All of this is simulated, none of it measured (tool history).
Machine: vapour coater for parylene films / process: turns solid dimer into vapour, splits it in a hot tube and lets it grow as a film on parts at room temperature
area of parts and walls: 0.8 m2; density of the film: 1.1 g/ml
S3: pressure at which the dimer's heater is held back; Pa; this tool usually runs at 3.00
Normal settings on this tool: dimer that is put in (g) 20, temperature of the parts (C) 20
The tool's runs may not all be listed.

{"run": 1, "day": 0.0, "dimer that is put in (g)": 20, "temperature of the parts (C)": 20, "S3": 3.0, "thickness of the film (um)": 13.55}
{"run": 2, "day": 1.896, "dimer that is put in (g)": 20, "temperature of the parts (C)": 20, "S3": 3.0, "thickness of the film (um)": 13.55}
{"run": 3, "day": 3.933, "dimer that is put in (g)": 20, "temperature of the parts (C)": 20, "S3": 3.0, "thickness of the film (um)": 13.19}
{"run": 4, "day": 5.288, "dimer that is put in (g)": 20, "temperature of the parts (C)": 28, "S3": 3.0, "thickness of the film (um)": 10.47}
{"run": 5, "day": 7.058, "dimer that is put in (g)": 20, "temperature of the parts (C)": 20, "S3": 4.24, "thickness of the film (um)": 12.4}
{"run": 6, "day": 8.412, "dimer that is put in (g)": 20, "temperature of the parts (C)": 20, "S3": 3.0, "thickness of the film (um)": 13.4}
{"run": 7, "day": 10.883, "dimer that is put in (g)": 20, "temperature of the parts (C)": 20, "S3": 3.0, "thickness of the film (um)": 13.2}
{"run": 8, "day": 13.4, "dimer that is put in (g)": 20, "temperature of the parts (C)": 20, "S3": 3.0, "thickness of the film (um)": 13.19}
{"run": 9, "day": 15.833, "dimer that is put in (g)": 20, "temperature of the parts (C)": 20, "S3": 3.0, "thickness of the film (um)": 12.84}
{"run": 10, "day": 17.4, "dimer that is put in (g)": 20, "temperature of the parts (C)": 20, "S3": 3.0, "thickness of the film (um)": 12.99}
{"run": 11, "day": 18.575, "dimer that is put in (g)": 20, "temperature of the parts (C)": 20, "S3": 3.0, "thickness of the film (um)": 12.84}
{"run": 12, "day": 19.621, "dimer that is put in (g)": 11, "temperature of the parts (C)": 14, "S3": 2.38, "thickness of the film (um)": 8.89}
{"day": 21.05, "done": "trap's valve overhauled"}
{"run": 13, "day": 21.438, "dimer that is put in (g)": 10, "temperature of the parts (C)": 19, "S3": 6.94, "thickness of the film (um)": 6.13}
{"run": 14, "day": 22.496, "dimer that is put in (g)": 10, "temperature of the parts (C)": 19, "S3": 6.94, "thickness of the film (um)": 6.07}
{"run": 15, "day": 23.538, "dimer that is put in (g)": 20, "temperature of the parts (C)": 13, "S3": 5.81, "thickness of the film (um)": 15.35}
{"run": 16, "day": 25.067, "dimer that is put in (g)": 20, "temperature of the parts (C)": 13, "S3": 5.81, "thickness of the film (um)": 15.42}
{"run": 17, "day": 26.938, "dimer that is put in (g)": 20, "temperature of the parts (C)": 13, "S3": 8.55, "thickness of the film (um)": 14.19}
{"run": 18, "day": 28.779, "dimer that is put in (g)": 20, "temperature of the parts (C)": 13, "S3": 8.55, "thickness of the film (um)": 13.99}
{"run": 19, "day": 30.417, "dimer that is put in (g)": 28, "temperature of the parts (C)": 13, "S3": 4.91, "thickness of the film (um)": 21.4}
{"run": 20, "day": 32.854, "dimer that is put in (g)": 28, "temperature of the parts (C)": 13, "S3": 4.91, "thickness of the film (um)": 21.66}
{"run": 21, "day": 35.3, "dimer that is put in (g)": 28, "temperature of the parts (C)": 13, "S3": 4.91, "thickness of the film (um)": 21.59}

Each row is a separate what-if for the run after 21, all from the same tool condition, not one after another. Results?
{"run": "A", "day": 37.767, "dimer that is put in (g)": 12, "temperature of the parts (C)": 25, "S3": 11.66, "thickness of the film (um)": "?"}
{"run": "B", "day": 37.767, "dimer that is put in (g)": 17, "temperature of the parts (C)": 17, "S3": 4.93, "thickness of the film (um)": "?"}
{"run": "C", "day": 37.767, "dimer that is put in (g)": 14, "temperature of the parts (C)": 13, "S3": 4.91, "thickness of the film (um)": "?"}

run=A thickness_of_the_film_(um)=5.43
run=B thickness_of_the_film_(um)=11.54
run=C thickness_of_the_film_(um)=10.63
With the hidden condition removed and each run's random variation left untouched, the same runs would have given:
run=A thickness_of_the_film_(um)=5.61
run=B thickness_of_the_film_(um)=11.93
run=C thickness_of_the_film_(um)=10.98
